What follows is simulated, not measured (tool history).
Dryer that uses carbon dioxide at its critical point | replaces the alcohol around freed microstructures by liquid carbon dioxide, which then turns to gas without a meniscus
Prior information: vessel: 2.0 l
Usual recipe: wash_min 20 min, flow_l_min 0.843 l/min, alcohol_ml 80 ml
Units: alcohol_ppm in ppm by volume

run   hour  wash_min  flow_l_min  alcohol_ml  alcohol_ppm
  1      0        20       0.843          80          188
  2   17.6        20       0.843          80          187
  3   52.8        20       0.843          80          206
  4   75.7        14       0.843          80          700
  5  101.9        20       0.843          80          209
     110.7  -- inlet filter changed
  6  122.9        20       0.843          80          140
  7  148.4        20       0.843          80          154
  8  185.9        20       0.843          80          157
  9  215.3        20         0.6          80          389
 10  252.7        20         0.6          80          418
 11  275.7        17         0.6          80          725
 12  295.4        17         0.6          80          761
 13  311.3        17         0.6          80          762
 14  338.9        17       0.656          80          570
 15    370        17       0.656          80          571
 16  397.8        14       0.843          80          499
 17    433        30       1.073          30          137
 18  452.1        12       1.073          30          221
 19  479.2        20       1.197          58          137
     491.4  -- purifier's bed changed
 20  516.5        20       1.197          58            8
 21  549.4        20       0.632          62          237
 22  575.2        20       0.632          44          190
 23    591        13       1.189          44           67
 24  620.4        20       0.843          40           48

Consider 3 possible next runs. They are alternatives, not a sequence: every one starts from the tool as it was left by run 24. What does each give?
  A  637.7        14       0.574          80            ?
  B  637.7        26       0.843          80            ?
  C  637.7        20       1.009          35            ?

run  alcohol_ppm
  A         1912
  B           35
  C           30
Without the tool's hidden state the same runs would have given:
run  alcohol_ppm
  A         1350
  B           17
  C           12
